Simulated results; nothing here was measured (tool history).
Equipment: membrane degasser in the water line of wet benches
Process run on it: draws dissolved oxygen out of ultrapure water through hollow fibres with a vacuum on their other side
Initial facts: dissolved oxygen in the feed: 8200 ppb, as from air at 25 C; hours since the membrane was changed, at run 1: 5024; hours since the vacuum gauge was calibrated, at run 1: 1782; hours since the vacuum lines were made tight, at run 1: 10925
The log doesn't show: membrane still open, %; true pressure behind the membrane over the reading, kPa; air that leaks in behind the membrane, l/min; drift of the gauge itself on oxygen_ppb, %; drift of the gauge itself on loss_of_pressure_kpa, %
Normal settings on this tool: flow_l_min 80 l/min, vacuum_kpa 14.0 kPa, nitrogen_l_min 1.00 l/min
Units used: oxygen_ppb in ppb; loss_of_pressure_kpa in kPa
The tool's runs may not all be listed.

| run | day | flow_l_min | vacuum_kpa | nitrogen_l_min | hours since the membrane was changed | hours since the vacuum gauge was calibrated | hours since the vacuum lines were made tight | oxygen_ppb | loss_of_pressure_kpa |
|---|---|---|---|---|---|---|---|---|---|
| 1 | 0.000 | 80 | 14.0 | 1.00 | 5024 | 1782 | 10925 | 1455.2 | 27.02 |
| 2 | 12.283 | 80 | 14.0 | 1.00 | 5319 | 2077 | 11220 | 1443.2 | 27.63 |
| 3 | 21.008 | 63 | 14.0 | 1.00 | 5528 | 2286 | 11429 | 1181.1 | 21.75 |
| 4 | 34.662 | 63 | 14.0 | 1.00 | 5856 | 2614 | 11757 | 1178.9 | 21.48 |
| 5 | 48.583 | 63 | 14.0 | 1.00 | 6190 | 2948 | 12091 | 1185.5 | 21.79 |
| 6 | 57.521 | 80 | 14.0 | 1.00 | 6405 | 3162 | 12306 | 1446.5 | 27.56 |
|  | 65.929 | seals of the vacuum lines changed |
| 7 | 70.883 | 80 | 14.0 | 1.00 | 6723 | 3481 | 119 | 1468.6 | 27.49 |
| 8 | 84.600 | 80 | 14.0 | 1.00 | 7053 | 3810 | 448 | 1465.7 | 27.74 |
| 9 | 93.775 | 96 | 20.7 | 0.41 | 7273 | 4031 | 668 | 3428.4 | 33.04 |
| 10 | 108.646 | 48 | 11.5 | 1.32 | 7630 | 4388 | 1025 | 619.8 | 16.74 |
| 11 | 117.658 | 48 | 34.9 | 1.72 | 7846 | 4604 | 1242 | 1607.2 | 16.54 |
| 12 | 125.188 | 57 | 15.7 | 2.17 | 8027 | 4785 | 1422 | 718.4 | 20.09 |
| 13 | 140.029 | 72 | 13.5 | 1.00 | 8383 | 5141 | 1778 | 1299.0 | 25.17 |
|  | 141.162 | vacuum gauge calibrated |
| 14 | 151.054 | 72 | 13.5 | 1.00 | 8647 | 237 | 2043 | 1260.2 | 25.04 |
| 15 | 162.500 | 72 | 15.3 | 2.43 | 8922 | 512 | 2317 | 844.9 | 25.27 |

Forecast each of these 5 alternatives for the next run:
| A | 171.162 | 102 | 15.3 | 0.88 | 9130 | 720 | 2525 | ? | ? |
| B | 171.162 | 96 | 15.3 | 2.43 | 9130 | 720 | 2525 | ? | ? |
| C | 171.162 | 103 | 13.2 | 1.75 | 9130 | 720 | 2525 | ? | ? |
| D | 171.162 | 80 | 23.5 | 0.70 | 9130 | 720 | 2525 | ? | ? |
| E | 171.162 | 120 | 24.1 | 2.25 | 9130 | 720 | 2525 | ? | ? |

| run | oxygen_ppb | loss_of_pressure_kpa |
|---|---|---|
| A | 2076.9 | 35.65 |
| B | 1193.7 | 33.72 |
| C | 1351.6 | 36.45 |
| D | 2772.1 | 27.98 |
| E | 2201.8 | 42.12 |
Stripped of hidden state, with their random variation kept, the same runs would have yielded:
| run | oxygen_ppb | loss_of_pressure_kpa |
|---|---|---|
| A | 2015.5 | 33.12 |
| B | 1126.2 | 31.34 |
| C | 1276.5 | 33.89 |
| D | 2745.6 | 26.00 |
| E | 2122.5 | 39.13 |

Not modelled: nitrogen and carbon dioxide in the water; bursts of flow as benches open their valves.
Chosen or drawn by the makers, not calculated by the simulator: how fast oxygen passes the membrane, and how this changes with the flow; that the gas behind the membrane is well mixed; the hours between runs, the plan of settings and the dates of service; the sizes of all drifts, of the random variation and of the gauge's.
